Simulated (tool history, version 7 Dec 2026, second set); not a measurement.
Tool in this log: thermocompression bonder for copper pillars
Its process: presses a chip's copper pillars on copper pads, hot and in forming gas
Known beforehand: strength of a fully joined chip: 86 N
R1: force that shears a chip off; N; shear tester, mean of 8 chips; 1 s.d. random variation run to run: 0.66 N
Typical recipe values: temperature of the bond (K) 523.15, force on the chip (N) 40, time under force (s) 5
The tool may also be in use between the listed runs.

Run 1, hour 0.0: usual settings. Result: R1 62.2 N.
Run 2, hour 15.7: usual settings. Result: R1 62.3 N.
Run 3, hour 31.0: usual settings. Result: R1 64.1 N.
Run 4, hour 43.5: usual settings. Result: R1 62.0 N.
Run 5, hour 52.6: usual settings but temperature of the bond (K) 500.15. Result: R1 53.7 N.
Run 6, hour 71.3: usual settings but temperature of the bond (K) 500.15. Result: R1 53.8 N.
Run 7, hour 81.1: usual settings but temperature of the bond (K) 500.15. Result: R1 53.2 N.
Run 8, hour 90.9: usual settings but temperature of the bond (K) 500.15, time under force (s) 4. Result: R1 51.5 N.
Run 9, hour 109.0: usual settings but temperature of the bond (K) 500.15, time under force (s) 4. Result: R1 49.5 N.
Run 10, hour 121.5: usual settings but temperature of the bond (K) 534.15, time under force (s) 4. Result: R1 63.4 N.
Run 11, hour 141.1: usual settings but temperature of the bond (K) 534.15, time under force (s) 4. Result: R1 62.9 N.
Run 12, hour 152.2: usual settings but temperature of the bond (K) 513.15, time under force (s) 3. Result: R1 51.5 N.
Run 13, hour 168.0: usual settings but temperature of the bond (K) 525.15, force on the chip (N) 58, time under force (s) 3. Result: R1 67.7 N.
At hour 170.8: force cell calibrated.
Run 14, hour 181.0: usual settings but temperature of the bond (K) 531.15, force on the chip (N) 26. Result: R1 52.9 N.
Run 15, hour 199.3: usual settings but temperature of the bond (K) 531.15, force on the chip (N) 26. Result: R1 52.6 N.

The next listed run, before its measurement:
Run 16, hour 213.3: usual settings but temperature of the bond (K) 505.15. Result: R1 ?.

Logged for run 16: R1 55.5 N.
Take away the tool's hidden state, keep the run-to-run variation as it was, and the same run would have given R1 54.8 N.
